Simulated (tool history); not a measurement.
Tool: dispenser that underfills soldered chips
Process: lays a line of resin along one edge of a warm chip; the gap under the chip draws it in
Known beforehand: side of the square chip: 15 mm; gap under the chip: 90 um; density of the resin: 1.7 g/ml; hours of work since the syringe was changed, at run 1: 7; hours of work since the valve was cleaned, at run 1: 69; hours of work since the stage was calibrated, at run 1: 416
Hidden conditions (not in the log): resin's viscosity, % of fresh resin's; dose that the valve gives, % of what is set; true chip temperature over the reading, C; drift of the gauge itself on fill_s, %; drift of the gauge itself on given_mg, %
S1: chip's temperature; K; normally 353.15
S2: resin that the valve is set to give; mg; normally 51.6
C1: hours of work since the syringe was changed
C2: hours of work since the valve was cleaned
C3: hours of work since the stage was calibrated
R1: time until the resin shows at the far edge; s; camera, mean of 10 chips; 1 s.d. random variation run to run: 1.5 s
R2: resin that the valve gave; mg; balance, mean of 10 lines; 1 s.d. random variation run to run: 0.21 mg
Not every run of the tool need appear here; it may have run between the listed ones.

Run 1, hour 0.0: usual settings; C1 7; C2 69; C3 416. Result: R1 215.2 s, R2 48.28 mg.
At hour 2.0: dispensing valve cleaned and set on the balance.
At hour 6.2: new syringe of resin.
Run 2, hour 14.9: usual settings; C1 6; C2 9; C3 426. Result: R1 198.9 s, R2 51.44 mg.
At hour 21.7: new syringe of resin.
Run 3, hour 27.6: usual settings; C1 4; C2 18; C3 434. Result: R1 180.3 s, R2 50.84 mg.
At hour 36.7: new syringe of resin.
Run 4, hour 38.6: usual settings; C1 1; C2 25; C3 442. Result: R1 142.8 s, R2 50.42 mg.
Run 5, hour 45.1: usual settings; C1 6; C2 30; C3 447. Result: R1 203.5 s, R2 49.71 mg.
At hour 52.2: new syringe of resin.
Run 6, hour 57.5: usual settings; C1 4; C2 38; C3 455. Result: R1 168.8 s, R2 49.70 mg.
At hour 67.1: new syringe of resin.
Run 7, hour 71.9: usual settings; C1 3; C2 48; C3 465. Result: R1 166.0 s, R2 49.30 mg.
Run 8, hour 78.8: usual settings; C1 8; C2 53; C3 470. Result: R1 234.5 s, R2 48.73 mg.
At hour 83.0: new syringe of resin.
Run 9, hour 94.2: usual settings; C1 8; C2 64; C3 481. Result: R1 229.4 s, R2 48.79 mg.
At hour 98.4: new syringe of resin.
At hour 103.1: dispensing valve cleaned and set on the balance.
Run 10, hour 103.5: usual settings; C1 3; C2 0; C3 486. Result: R1 160.7 s, R2 51.51 mg.
Run 11, hour 111.3: usual settings; C1 8; C2 6; C3 492. Result: R1 229.7 s, R2 51.73 mg.
At hour 115.0: new syringe of resin.
Run 12, hour 118.7: usual settings; C1 3; C2 11; C3 497. Result: R1 158.6 s, R2 50.99 mg.
Run 13, hour 129.0: usual settings but S2 54.8 mg; C1 10; C2 18; C3 504. Result: R1 251.8 s, R2 53.82 mg.
At hour 130.3: new syringe of resin.
Run 14, hour 136.1: usual settings but S2 54.8 mg; C1 4; C2 23; C3 509. Result: R1 173.1 s, R2 53.96 mg.
At hour 145.3: new syringe of resin.
Run 15, hour 151.2: usual settings but S2 55.4 mg; C1 4; C2 33; C3 519. Result: R1 164.1 s, R2 53.69 mg.
At hour 160.5: new syringe of resin.
Run 16, hour 166.0: usual settings but S2 55.4 mg; C1 4; C2 43; C3 529. Result: R1 165.3 s, R2 53.43 mg.
At hour 175.6: new syringe of resin.
Run 17, hour 181.9: usual settings but S2 50.2 mg; C1 4; C2 54; C3 540. Result: R1 178.2 s, R2 47.95 mg.
Run 18, hour 189.5: usual settings but S2 50.2 mg; C1 10; C2 60; C3 546. Result: R1 251.2 s, R2 47.47 mg.
At hour 190.9: new syringe of resin.
Run 19, hour 196.6: usual settings but S1 366.15 K, S2 53.0 mg; C1 4; C2 65; C3 551. Result: R1 116.9 s, R2 49.98 mg.
At hour 203.5: dispensing valve cleaned and set on the balance.
At hour 207.3: new syringe of resin.
Run 20, hour 208.8: usual settings but S1 347.15 K, S2 55.2 mg; C1 1; C2 4; C3 558. Result: R1 165.1 s, R2 55.26 mg.
Run 21, hour 215.5: usual settings but S1 352.15 K, S2 58.2 mg; C1 6; C2 8; C3 563. Result: R1 195.7 s, R2 58.08 mg.
At hour 222.3: new syringe of resin.
Run 22, hour 222.4: usual settings but S1 352.15 K, S2 58.2 mg; C1 0; C2 13; C3 568. Result: R1 132.7 s, R2 57.45 mg.
Run 23, hour 233.6: usual settings but S1 341.15 K; C1 8; C2 21; C3 575. Result: R1 310.2 s, R2 50.54 mg.
At hour 237.5: new syringe of resin.
Run 24, hour 242.2: usual settings but S1 341.15 K; C1 3; C2 27; C3 581. Result: R1 229.0 s, R2 50.19 mg.
At hour 252.4: new syringe of resin.
Run 25, hour 258.1: usual settings but S1 357.15 K, S2 63.9 mg; C1 4; C2 38; C3 592. Result: R1 153.8 s, R2 61.94 mg.
At hour 267.9: new syringe of resin.
Run 26, hour 269.1: usual settings but S2 63.9 mg; C1 1; C2 45; C3 600. Result: R1 130.2 s, R2 61.58 mg.
Run 27, hour 281.6: usual settings but S1 359.15 K, S2 59.1 mg; C1 10; C2 54; C3 609. Result: R1 198.4 s, R2 56.68 mg.
At hour 282.9: new syringe of resin.
Run 28, hour 296.6: usual settings but S1 359.15 K, S2 59.1 mg; C1 10; C2 64; C3 619. Result: R1 203.8 s, R2 55.38 mg.
At hour 297.7: new syringe of resin.
At hour 304.8: dispensing valve cleaned and set on the balance.
At hour 305.8: stage's temperature calibrated.
Run 29, hour 311.9: usual settings but S1 359.15 K, S2 59.1 mg; C1 9; C2 4; C3 4. Result: R1 213.5 s, R2 59.14 mg.
At hour 315.7: new syringe of resin.
Run 30, hour 320.7: usual settings but S1 340.15 K, S2 53.1 mg; C1 4; C2 10; C3 10. Result: R1 274.6 s, R2 52.98 mg.
At hour 331.3: new syringe of resin.
Run 31, hour 334.6: usual settings but S1 343.15 K, S2 63.1 mg; C1 2; C2 20; C3 20. Result: R1 225.8 s, R2 62.32 mg.
At hour 347.2: new syringe of resin.
Run 32, hour 349.1: usual settings but S1 361.15 K, S2 65.4 mg; C1 1; C2 30; C3 30. Result: R1 124.9 s, R2 63.91 mg.
Run 33, hour 360.1: usual settings but S1 361.15 K, S2 65.4 mg; C1 9; C2 38; C3 38. Result: R1 207.1 s, R2 63.40 mg.

Selected run-to-run steps in R1, each split into two signed amounts: the part the tool would show with no hidden state at all (from settings, incoming material and random variation), and the remainder, which goes to the hidden state together with any gauge scatter not common to the measured and the hidden-state-free results:
Run 12 -> 13: S2 51.6 -> 54.8. R1 +93.2 s: hidden state +95.7, all else -2.5.
Run 18 -> 19: S1 353.15 -> 366.15, S2 50.2 -> 53.0, new syringe of resin. R1 -134.3 s: hidden state -87.3, all else -47.0.
Run 22 -> 23: S1 352.15 -> 341.15, S2 58.2 -> 51.6. R1 +177.5 s: hidden state +117.9, all else +59.6.
Run 26 -> 27: S1 353.15 -> 359.15, S2 63.9 -> 59.1. R1 +68.2 s: hidden state +90.4, all else -22.2.
Run 31 -> 32: S1 343.15 -> 361.15, S2 63.1 -> 65.4, new syringe of resin. R1 -100.9 s: hidden state -19.9, all else -81.0.
